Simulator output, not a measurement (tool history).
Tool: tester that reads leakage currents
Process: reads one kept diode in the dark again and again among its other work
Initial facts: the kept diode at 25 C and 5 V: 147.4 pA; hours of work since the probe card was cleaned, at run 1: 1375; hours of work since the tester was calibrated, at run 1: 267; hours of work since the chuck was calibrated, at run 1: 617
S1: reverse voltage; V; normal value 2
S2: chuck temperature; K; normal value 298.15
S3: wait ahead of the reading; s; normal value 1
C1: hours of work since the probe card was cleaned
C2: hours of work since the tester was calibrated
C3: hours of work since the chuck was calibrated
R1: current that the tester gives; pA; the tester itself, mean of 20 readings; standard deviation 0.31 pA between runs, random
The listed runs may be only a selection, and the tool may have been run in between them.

run,hour,S1,S2,S3,C1,C2,C3,R1
1,0,2,298.15,1,1375,267,617,102.6
2,17.7,2,298.15,1,1383,276,625,102.02
3,58.4,2,298.15,1.81,1403,296,645,101.58
4,91.5,2,298.15,1.81,1419,312,661,101.48
5,132.6,2,298.15,1.81,1439,331,681,102.66
6,159.4,2,298.15,1.81,1452,344,694,102.74
7,183.8,2,298.15,1.81,1464,356,706,102.81
8,215.9,2,298.15,1.81,1479,372,721,102.26
9,252.5,2,298.15,1.81,1497,389,739,102.3
10,289.3,2,298.15,1,1515,407,757,102.15
11,322.5,2,298.15,6.17,1531,423,773,102.2
12,346.7,12.32,309.15,6.17,1542,435,784,524.3
13,378.5,12.32,324.15,6.17,1558,450,800,1627.07
14,412.2,12.32,324.15,6.17,1574,466,816,1620.03
15,432.9,1.91,298.15,4.15,1584,476,826,100.82
16,451.2,1.91,298.15,4.15,1593,485,835,100.47
17,477.6,1.91,298.15,4.15,1605,498,847,100.2
18,508.1,5,328.15,1.95,1620,513,862,1501.77
19,527.1,5,328.15,1.95,1629,522,871,1504.02
20,549.3,5,328.15,1.95,1640,533,882,1505.67
21,573.3,4.57,327.15,1,1652,544,894,1352.34
22,599.5,8.69,298.15,0.79,1664,557,906,188.04

Table of differences, measured result less the result of that run with no hidden state. Run-to-run variation is the same in both. Gauge scatter possibly is not:
The hidden state here: stray current of the dirty probe card, pA a volt; current scale over the true one, %; true chuck temperature over the reading, C; drift of the gauge itself on leakage_pa, %.
run,R1
1,+0.04
2,+0.04
3,+0.04
4,+0.05
5,+0.04
6,+0.04
7,+0.04
8,+0.05
9,+0.05
10,+0.05
11,+0.05
12,+0.26
13,+0.64
14,+0.65
15,+0.05
16,+0.06
17,+0.05
18,+0.6
19,+0.61
20,+0.61
21,+0.55
22,+0.13
